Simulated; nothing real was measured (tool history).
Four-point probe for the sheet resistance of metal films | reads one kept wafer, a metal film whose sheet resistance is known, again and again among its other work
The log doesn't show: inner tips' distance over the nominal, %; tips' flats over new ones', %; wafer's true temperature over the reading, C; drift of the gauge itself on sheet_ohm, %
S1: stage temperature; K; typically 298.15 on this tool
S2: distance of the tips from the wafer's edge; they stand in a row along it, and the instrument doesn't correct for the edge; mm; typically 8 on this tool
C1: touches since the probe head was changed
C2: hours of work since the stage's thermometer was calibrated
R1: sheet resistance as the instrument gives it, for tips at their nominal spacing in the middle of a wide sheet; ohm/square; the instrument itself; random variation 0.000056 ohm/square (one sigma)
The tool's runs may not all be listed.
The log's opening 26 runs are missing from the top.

Run 27, hour 1475.5: usual settings but S1 299.15 K; C1 16965; C2 2061. Result: R1 0.277533 ohm/square.
Run 28, hour 1524.2: usual settings but S1 302.15 K, S2 34 mm; C1 18739; C2 2084. Result: R1 0.276334 ohm/square.
Run 29, hour 1597.1: usual settings but S1 302.15 K, S2 34 mm; C1 21397; C2 2118. Result: R1 0.27638 ohm/square.
Run 30, hour 1654.6: usual settings but S1 302.15 K, S2 34 mm; C1 23492; C2 2145. Result: R1 0.276367 ohm/square.
Run 31, hour 1713: usual settings but S1 302.15 K, S2 3 mm; C1 25620; C2 2173. Result: R1 0.280481 ohm/square.
Run 32, hour 1767.9: usual settings but S1 302.15 K, S2 3 mm; C1 27621; C2 2199. Result: R1 0.280529 ohm/square.
Run 33, hour 1839.3: usual settings but S1 302.15 K, S2 3 mm; C1 30223; C2 2232. Result: R1 0.280683 ohm/square.
Run 34, hour 1904.7: usual settings but S1 292.15 K, S2 5 mm; C1 32606; C2 2263. Result: R1 0.280355 ohm/square.
Run 35, hour 1976.7: usual settings but S1 292.15 K, S2 5 mm; C1 35229; C2 2297. Result: R1 0.280297 ohm/square.
Run 36, hour 2043.9: usual settings but S1 302.15 K, S2 5 mm; C1 37679; C2 2328. Result: R1 0.278027 ohm/square.
Run 37, hour 2094.7: usual settings but S1 292.15 K, S2 35 mm; C1 39531; C2 2352. Result: R1 0.279059 ohm/square.
Run 38, hour 2139.6: usual settings but S1 292.15 K, S2 35 mm; C1 41167; C2 2373. Result: R1 0.279025 ohm/square.
Run 39, hour 2193.2: usual settings but S2 34 mm; C1 43118; C2 2398. Result: R1 0.27769 ohm/square.
Run 40, hour 2249.6: usual settings but S2 34 mm; C1 45173; C2 2425. Result: R1 0.277697 ohm/square.

Forecast each of these 4 alternatives for the next run:
Run A, hour 2291.1: usual settings but S1 305.15 K, S2 4 mm; C1 46684; C2 2444. Result: R1 ?.
Run B, hour 2291.1: usual settings but S1 307.15 K, S2 12 mm; C1 46684; C2 2444. Result: R1 ?.
Run C, hour 2291.1: usual settings but S1 300.15 K, S2 20 mm; C1 46684; C2 2444. Result: R1 ?.
Run D, hour 2291.1: usual settings but S1 292.15 K, S2 27 mm; C1 46684; C2 2444. Result: R1 ?.

run        R1
  A  0.278481
  B  0.275913
  C  0.277249
  D  0.279127
Had the tool no hidden state, the same runs would have come out as:
run        R1
  A  0.279241
  B   0.27667
  C  0.277999
  D  0.279868
